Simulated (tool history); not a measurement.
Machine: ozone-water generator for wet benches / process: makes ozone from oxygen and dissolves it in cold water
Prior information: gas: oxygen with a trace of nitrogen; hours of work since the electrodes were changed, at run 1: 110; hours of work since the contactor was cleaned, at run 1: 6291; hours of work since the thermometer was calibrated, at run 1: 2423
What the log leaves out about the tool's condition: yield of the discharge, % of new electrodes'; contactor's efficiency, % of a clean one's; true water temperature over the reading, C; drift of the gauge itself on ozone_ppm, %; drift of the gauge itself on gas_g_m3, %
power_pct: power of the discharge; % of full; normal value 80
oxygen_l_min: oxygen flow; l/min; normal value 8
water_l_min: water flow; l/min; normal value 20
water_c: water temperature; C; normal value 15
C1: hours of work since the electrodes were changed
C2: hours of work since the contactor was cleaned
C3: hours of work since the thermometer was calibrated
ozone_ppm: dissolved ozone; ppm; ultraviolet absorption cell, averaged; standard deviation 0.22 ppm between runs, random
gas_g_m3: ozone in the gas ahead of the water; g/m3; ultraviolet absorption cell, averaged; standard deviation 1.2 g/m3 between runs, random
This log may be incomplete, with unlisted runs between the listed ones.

run 1 hour=0 | power_pct=80 oxygen_l_min=8 water_l_min=20 water_c=15 | C1=110 C2=6291 C3=2423 | ozone_ppm=31.8 gas_g_m3=225.6
run 2 hour=40 | power_pct=80 oxygen_l_min=8 water_l_min=20 water_c=15 | C1=136 C2=6318 C3=2449 | ozone_ppm=31.6 gas_g_m3=223.4
run 3 hour=79.8 | power_pct=80 oxygen_l_min=10.36 water_l_min=20 water_c=15 | C1=162 C2=6344 C3=2475 | ozone_ppm=30.9 gas_g_m3=196.4
run 4 hour=123.1 | power_pct=80 oxygen_l_min=8 water_l_min=20 water_c=15 | C1=191 C2=6372 C3=2504 | ozone_ppm=31.3 gas_g_m3=224.8
run 5 hour=161.4 | power_pct=80 oxygen_l_min=8 water_l_min=20 water_c=15 | C1=216 C2=6397 C3=2529 | ozone_ppm=31.4 gas_g_m3=225.5
run 6 hour=182.3 | power_pct=80 oxygen_l_min=8 water_l_min=20 water_c=15 | C1=230 C2=6411 C3=2543 | ozone_ppm=31.2 gas_g_m3=225.6
run 7 hour=218 | power_pct=80 oxygen_l_min=8 water_l_min=20 water_c=15 | C1=253 C2=6435 C3=2566 | ozone_ppm=31.3 gas_g_m3=226.2
run 8 hour=247.1 | power_pct=80 oxygen_l_min=8 water_l_min=20 water_c=12 | C1=272 C2=6454 C3=2585 | ozone_ppm=32.9 gas_g_m3=224.4
run 9 hour=287.1 | power_pct=80 oxygen_l_min=8 water_l_min=20 water_c=12 | C1=299 C2=6480 C3=2612 | ozone_ppm=32.9 gas_g_m3=225.4
run 10 hour=306.4 | power_pct=80 oxygen_l_min=8 water_l_min=20 water_c=15 | C1=311 C2=6493 C3=2624 | ozone_ppm=31.5 gas_g_m3=225.2
run 11 hour=329.1 | power_pct=80 oxygen_l_min=8 water_l_min=20 water_c=15 | C1=326 C2=6508 C3=2639 | ozone_ppm=31.4 gas_g_m3=224.7
run 12 hour=348.4 | power_pct=80 oxygen_l_min=8 water_l_min=20 water_c=15 | C1=339 C2=6520 C3=2652 | ozone_ppm=31.3 gas_g_m3=225.1
run 13 hour=383.1 | power_pct=80 oxygen_l_min=5.55 water_l_min=20 water_c=15 | C1=362 C2=6543 C3=2675 | ozone_ppm=31.3 gas_g_m3=271.6
run 14 hour=411.3 | power_pct=80 oxygen_l_min=8 water_l_min=20 water_c=15 | C1=380 C2=6562 C3=2693 | ozone_ppm=31.6 gas_g_m3=223.9
run 15 hour=452.7 | power_pct=80 oxygen_l_min=8 water_l_min=20 water_c=15 | C1=407 C2=6589 C3=2721 | ozone_ppm=31.4 gas_g_m3=225
run 16 hour=485.2 | power_pct=80 oxygen_l_min=10.02 water_l_min=20 water_c=15 | C1=429 C2=6610 C3=2742 | ozone_ppm=30.8 gas_g_m3=200.6
run 17 hour=519.3 | power_pct=85 oxygen_l_min=11.1 water_l_min=32 water_c=7 | C1=451 C2=6633 C3=2764 | ozone_ppm=24.7 gas_g_m3=198.8
run 18 hour=546.3 | power_pct=85 oxygen_l_min=11.1 water_l_min=32 water_c=7 | C1=469 C2=6650 C3=2782 | ozone_ppm=24.7 gas_g_m3=198.1

Forecast run 19:
run 19 hour=566.3 | power_pct=80 oxygen_l_min=8 water_l_min=25 water_c=15 | C1=482 C2=6664 C3=2795 | ozone_ppm=? gas_g_m3=?

ozone_ppm: 26.1 ppm
gas_g_m3: 223.1 g/m3
The same run, on a tool lacking any hidden state, would have yielded ozone_ppm 28.2 ppm, gas_g_m3 224.9 g/m3.
